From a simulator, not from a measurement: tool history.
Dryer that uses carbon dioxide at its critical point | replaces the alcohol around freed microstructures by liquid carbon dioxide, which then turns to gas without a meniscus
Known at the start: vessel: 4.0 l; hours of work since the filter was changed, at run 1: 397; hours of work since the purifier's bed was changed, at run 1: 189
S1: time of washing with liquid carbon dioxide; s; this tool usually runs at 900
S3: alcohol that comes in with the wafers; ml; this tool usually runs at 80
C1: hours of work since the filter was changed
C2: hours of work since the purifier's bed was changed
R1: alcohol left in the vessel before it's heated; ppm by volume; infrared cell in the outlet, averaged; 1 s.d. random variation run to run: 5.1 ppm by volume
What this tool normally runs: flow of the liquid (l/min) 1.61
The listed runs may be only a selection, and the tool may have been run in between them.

run 1 day=0.000 | S1=900 flow_of_the_liquid_(l/min)=1.61 S3=80 | C1=397 C2=189 | R1=168
run 2 day=0.383 | S1=900 flow_of_the_liquid_(l/min)=1.61 S3=80 | C1=403 C2=195 | R1=172
run 3 day=0.821 | S1=900 flow_of_the_liquid_(l/min)=1.61 S3=80 | C1=410 C2=201 | R1=151
run 4 day=1.167 | S1=900 flow_of_the_liquid_(l/min)=1.48 S3=80 | C1=415 C2=207 | R1=230
run 5 day=1.921 | S1=900 flow_of_the_liquid_(l/min)=1.48 S3=80 | C1=427 C2=218 | R1=240
run 6 day=2.338 | S1=900 flow_of_the_liquid_(l/min)=1.48 S3=80 | C1=433 C2=225 | R1=247
run 7 day=2.688 | S1=900 flow_of_the_liquid_(l/min)=1.48 S3=80 | C1=439 C2=230 | R1=241
run 8 day=3.042 | S1=900 flow_of_the_liquid_(l/min)=1.48 S3=80 | C1=444 C2=236 | R1=238
run 9 day=3.392 | S1=900 flow_of_the_liquid_(l/min)=1.48 S3=80 | C1=449 C2=241 | R1=244
run 10 day=3.850 | S1=900 flow_of_the_liquid_(l/min)=1.37 S3=80 | C1=457 C2=248 | R1=331
-- day=3.992 inlet filter changed
run 11 day=4.258 | S1=900 flow_of_the_liquid_(l/min)=1.61 S3=80 | C1=4 C2=254 | R1=123
run 12 day=4.650 | S1=900 flow_of_the_liquid_(l/min)=1.61 S3=52 | C1=10 C2=260 | R1=107
run 13 day=5.050 | S1=900 flow_of_the_liquid_(l/min)=1.61 S3=52 | C1=16 C2=266 | R1=111
run 14 day=5.638 | S1=900 flow_of_the_liquid_(l/min)=1.61 S3=52 | C1=25 C2=275 | R1=111
run 15 day=6.283 | S1=900 flow_of_the_liquid_(l/min)=1.61 S3=52 | C1=35 C2=285 | R1=122
run 16 day=6.900 | S1=900 flow_of_the_liquid_(l/min)=1.61 S3=52 | C1=45 C2=295 | R1=125
run 17 day=7.646 | S1=900 flow_of_the_liquid_(l/min)=1.61 S3=80 | C1=56 C2=306 | R1=148
run 18 day=8.025 | S1=900 flow_of_the_liquid_(l/min)=1.61 S3=80 | C1=62 C2=312 | R1=155
run 19 day=8.638 | S1=1200 flow_of_the_liquid_(l/min)=2.49 S3=62 | C1=72 C2=322 | R1=79
run 20 day=9.038 | S1=840 flow_of_the_liquid_(l/min)=1.61 S3=112 | C1=78 C2=328 | R1=239
run 21 day=9.579 | S1=1440 flow_of_the_liquid_(l/min)=1.61 S3=80 | C1=86 C2=336 | R1=88
run 22 day=9.958 | S1=900 flow_of_the_liquid_(l/min)=1.61 S3=62 | C1=92 C2=342 | R1=144
run 23 day=10.550 | S1=900 flow_of_the_liquid_(l/min)=1.61 S3=62 | C1=101 C2=351 | R1=145
run 24 day=11.108 | S1=900 flow_of_the_liquid_(l/min)=1.61 S3=62 | C1=110 C2=360 | R1=160
run 25 day=11.550 | S1=900 flow_of_the_liquid_(l/min)=1.61 S3=62 | C1=117 C2=366 | R1=152
run 26 day=12.204 | S1=900 flow_of_the_liquid_(l/min)=1.61 S3=62 | C1=127 C2=377 | R1=154
run 27 day=12.679 | S1=900 flow_of_the_liquid_(l/min)=1.61 S3=82 | C1=134 C2=384 | R1=185
run 28 day=13.225 | S1=900 flow_of_the_liquid_(l/min)=1.61 S3=82 | C1=143 C2=392 | R1=173
run 29 day=13.967 | S1=900 flow_of_the_liquid_(l/min)=2.16 S3=24 | C1=154 C2=404 | R1=115
run 30 day=14.679 | S1=900 flow_of_the_liquid_(l/min)=2.16 S3=24 | C1=165 C2=415 | R1=101
run 31 day=15.025 | S1=900 flow_of_the_liquid_(l/min)=2.16 S3=24 | C1=170 C2=420 | R1=107
run 32 day=15.504 | S1=900 flow_of_the_liquid_(l/min)=2.16 S3=24 | C1=178 C2=428 | R1=109
run 33 day=16.088 | S1=900 flow_of_the_liquid_(l/min)=1.61 S3=65 | C1=187 C2=437 | R1=176
run 34 day=16.800 | S1=1200 flow_of_the_liquid_(l/min)=1.60 S3=80 | C1=198 C2=448 | R1=130
run 35 day=17.279 | S1=900 flow_of_the_liquid_(l/min)=2.63 S3=45 | C1=205 C2=455 | R1=111

Alternative continuations, all from the tool just after run 35; predict every row:
run A day=17.883 | S1=1200 flow_of_the_liquid_(l/min)=1.23 S3=30 | C1=214 C2=464 | R1=?
run B day=17.883 | S1=1020 flow_of_the_liquid_(l/min)=1.61 S3=24 | C1=214 C2=464 | R1=?
run C day=17.883 | S1=1140 flow_of_the_liquid_(l/min)=2.63 S3=25 | C1=214 C2=464 | R1=?
run D day=17.883 | S1=900 flow_of_the_liquid_(l/min)=0.99 S3=80 | C1=214 C2=464 | R1=?

run=A R1=154
run=B R1=130
run=C R1=118
run=D R1=846
Take away the tool's hidden state, keep each run's random variation, and the runs would have read:
run=A R1=31
run=B R1=14
run=C R1=6
run=D R1=584
